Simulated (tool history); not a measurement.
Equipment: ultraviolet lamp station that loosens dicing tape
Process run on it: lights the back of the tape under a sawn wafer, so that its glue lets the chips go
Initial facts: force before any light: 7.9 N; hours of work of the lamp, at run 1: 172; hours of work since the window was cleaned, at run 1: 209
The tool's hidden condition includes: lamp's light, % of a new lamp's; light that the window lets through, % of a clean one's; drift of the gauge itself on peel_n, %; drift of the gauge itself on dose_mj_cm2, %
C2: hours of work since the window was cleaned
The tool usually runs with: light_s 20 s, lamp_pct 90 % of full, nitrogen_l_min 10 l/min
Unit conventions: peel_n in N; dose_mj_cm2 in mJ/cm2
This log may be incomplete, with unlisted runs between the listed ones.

run 1 hour=0.0 | light_s=20 lamp_pct=90 nitrogen_l_min=10 | hours_of_work_of_the_lamp=172 C2=209 | peel_n=0.879 dose_mj_cm2=440
run 2 hour=9.0 | light_s=20 lamp_pct=90 nitrogen_l_min=10 | hours_of_work_of_the_lamp=178 C2=216 | peel_n=0.846 dose_mj_cm2=440
run 3 hour=18.1 | light_s=36 lamp_pct=90 nitrogen_l_min=10 | hours_of_work_of_the_lamp=185 C2=223 | peel_n=0.232 dose_mj_cm2=779
run 4 hour=34.6 | light_s=36 lamp_pct=90 nitrogen_l_min=10 | hours_of_work_of_the_lamp=197 C2=235 | peel_n=0.227 dose_mj_cm2=774
run 5 hour=48.3 | light_s=33 lamp_pct=90 nitrogen_l_min=10 | hours_of_work_of_the_lamp=207 C2=245 | peel_n=0.272 dose_mj_cm2=707
run 6 hour=61.2 | light_s=33 lamp_pct=90 nitrogen_l_min=10 | hours_of_work_of_the_lamp=217 C2=255 | peel_n=0.306 dose_mj_cm2=704
run 7 hour=73.0 | light_s=20 lamp_pct=77 nitrogen_l_min=10 | hours_of_work_of_the_lamp=226 C2=263 | peel_n=1.150 dose_mj_cm2=368
run 8 hour=83.8 | light_s=16 lamp_pct=77 nitrogen_l_min=10 | hours_of_work_of_the_lamp=234 C2=272 | peel_n=1.774 dose_mj_cm2=291
run 9 hour=98.3 | light_s=16 lamp_pct=77 nitrogen_l_min=10 | hours_of_work_of_the_lamp=245 C2=282 | peel_n=1.739 dose_mj_cm2=293
run 10 hour=106.2 | light_s=16 lamp_pct=77 nitrogen_l_min=6 | hours_of_work_of_the_lamp=251 C2=288 | peel_n=2.077 dose_mj_cm2=294
run 11 hour=116.6 | light_s=16 lamp_pct=89 nitrogen_l_min=6 | hours_of_work_of_the_lamp=258 C2=296 | peel_n=1.736 dose_mj_cm2=330
run 12 hour=127.5 | light_s=16 lamp_pct=89 nitrogen_l_min=6 | hours_of_work_of_the_lamp=266 C2=304 | peel_n=1.750 dose_mj_cm2=333
run 13 hour=140.9 | light_s=16 lamp_pct=89 nitrogen_l_min=6 | hours_of_work_of_the_lamp=276 C2=314 | peel_n=1.709 dose_mj_cm2=335
run 14 hour=150.2 | light_s=16 lamp_pct=89 nitrogen_l_min=6 | hours_of_work_of_the_lamp=283 C2=321 | peel_n=1.788 dose_mj_cm2=333
run 15 hour=160.3 | light_s=13 lamp_pct=74 nitrogen_l_min=5 | hours_of_work_of_the_lamp=291 C2=328 | peel_n=2.988 dose_mj_cm2=223
run 16 hour=170.1 | light_s=13 lamp_pct=74 nitrogen_l_min=5 | hours_of_work_of_the_lamp=298 C2=336 | peel_n=3.008 dose_mj_cm2=220

Run 17 comes next. What will it give?
run 17 hour=186.1 | light_s=17 lamp_pct=74 nitrogen_l_min=15 | hours_of_work_of_the_lamp=310 C2=348 | peel_n=? dose_mj_cm2=?

Run 17 produced peel_n 1.500 N, dose_mj_cm2 288 mJ/cm2.
With no hidden state in the tool, this same run would have given peel_n 1.236 N, dose_mj_cm2 324 mJ/cm2.

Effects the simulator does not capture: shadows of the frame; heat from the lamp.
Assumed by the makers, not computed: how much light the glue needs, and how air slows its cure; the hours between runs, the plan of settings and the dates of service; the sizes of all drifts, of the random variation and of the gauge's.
